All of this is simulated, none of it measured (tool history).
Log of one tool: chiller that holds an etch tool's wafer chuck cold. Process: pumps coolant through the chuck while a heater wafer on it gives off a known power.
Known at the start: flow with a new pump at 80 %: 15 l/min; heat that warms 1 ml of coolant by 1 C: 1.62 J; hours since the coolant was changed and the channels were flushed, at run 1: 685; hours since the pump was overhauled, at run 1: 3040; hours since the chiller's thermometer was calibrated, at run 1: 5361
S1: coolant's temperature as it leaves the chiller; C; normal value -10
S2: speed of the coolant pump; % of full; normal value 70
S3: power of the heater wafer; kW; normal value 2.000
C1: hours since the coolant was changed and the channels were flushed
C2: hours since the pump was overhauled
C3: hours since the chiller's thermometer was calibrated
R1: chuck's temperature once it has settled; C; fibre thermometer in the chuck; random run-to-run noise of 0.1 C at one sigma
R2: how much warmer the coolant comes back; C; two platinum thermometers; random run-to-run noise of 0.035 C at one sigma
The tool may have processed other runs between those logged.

run 1 hour=0.0 | S1=-10 S2=70 S3=2.000 | C1=685 C2=3040 C3=5361 | R1=6.5 R2=5.92
run 2 hour=54.9 | S1=-10 S2=70 S3=2.000 | C1=740 C2=3095 C3=5416 | R1=6.7 R2=5.97
run 3 hour=93.7 | S1=-10 S2=70 S3=2.000 | C1=779 C2=3134 C3=5455 | R1=6.6 R2=5.94
run 4 hour=131.7 | S1=-10 S2=70 S3=2.000 | C1=817 C2=3172 C3=5493 | R1=6.6 R2=5.99
run 5 hour=205.7 | S1=-10 S2=70 S3=2.000 | C1=891 C2=3246 C3=5567 | R1=6.5 R2=6.00
run 6 hour=239.5 | S1=-8 S2=70 S3=2.000 | C1=924 C2=3280 C3=5600 | R1=8.5 R2=5.94
run 7 hour=274.4 | S1=-8 S2=70 S3=2.000 | C1=959 C2=3315 C3=5635 | R1=8.7 R2=5.98
-- hour=305.7 chiller's thermometer calibrated
run 8 hour=335.0 | S1=-8 S2=70 S3=2.000 | C1=1019 C2=3374 C3=29 | R1=8.3 R2=5.90
run 9 hour=412.1 | S1=-10 S2=71 S3=2.000 | C1=1096 C2=3452 C3=106 | R1=6.2 R2=5.85
run 10 hour=445.8 | S1=-10 S2=71 S3=2.000 | C1=1130 C2=3485 C3=140 | R1=6.1 R2=5.86
run 11 hour=516.7 | S1=-8 S2=71 S3=2.000 | C1=1201 C2=3556 C3=211 | R1=8.3 R2=5.87
run 12 hour=588.9 | S1=-10 S2=70 S3=2.783 | C1=1273 C2=3628 C3=283 | R1=12.8 R2=8.28
run 13 hour=660.1 | S1=-10 S2=70 S3=2.783 | C1=1344 C2=3699 C3=354 | R1=12.9 R2=8.32
run 14 hour=699.3 | S1=-10 S2=86 S3=2.783 | C1=1383 C2=3739 C3=394 | R1=9.5 R2=6.61
run 15 hour=747.1 | S1=-10 S2=86 S3=2.703 | C1=1431 C2=3786 C3=441 | R1=8.9 R2=6.47
run 16 hour=782.0 | S1=-10 S2=86 S3=2.703 | C1=1466 C2=3821 C3=476 | R1=8.9 R2=6.48
run 17 hour=833.8 | S1=-10 S2=86 S3=2.703 | C1=1518 C2=3873 C3=528 | R1=9.1 R2=6.45
run 18 hour=874.6 | S1=-16 S2=96 S3=2.000 | C1=1558 C2=3914 C3=569 | R1=-2.9 R2=4.21
run 19 hour=932.6 | S1=-16 S2=96 S3=2.000 | C1=1616 C2=3972 C3=627 | R1=-2.8 R2=4.20
run 20 hour=987.9 | S1=-11 S2=77 S3=2.000 | C1=1672 C2=4027 C3=682 | R1=4.5 R2=5.44
run 21 hour=1059.7 | S1=-11 S2=77 S3=2.096 | C1=1744 C2=4099 C3=754 | R1=5.2 R2=5.70
run 22 hour=1119.0 | S1=-11 S2=77 S3=2.239 | C1=1803 C2=4158 C3=813 | R1=6.6 R2=6.01
run 23 hour=1197.5 | S1=-11 S2=77 S3=2.239 | C1=1881 C2=4237 C3=892 | R1=6.4 R2=5.98
run 24 hour=1267.7 | S1=-11 S2=84 S3=2.746 | C1=1952 C2=4307 C3=962 | R1=9.2 R2=6.67
run 25 hour=1325.1 | S1=-7 S2=70 S3=2.000 | C1=2009 C2=4364 C3=1019 | R1=10.0 R2=5.97

For run 26, what comes out?
run 26 hour=1391.2 | S1=-10 S2=69 S3=1.396 | C1=2075 C2=4431 C3=1085 | R1=? R2=?

Run 26 produced R1 2.0 C, R2 4.29 C.
On a tool with no hidden condition, and with the same random variation, this run would have come out at R1 1.0 C, R2 4.09 C.
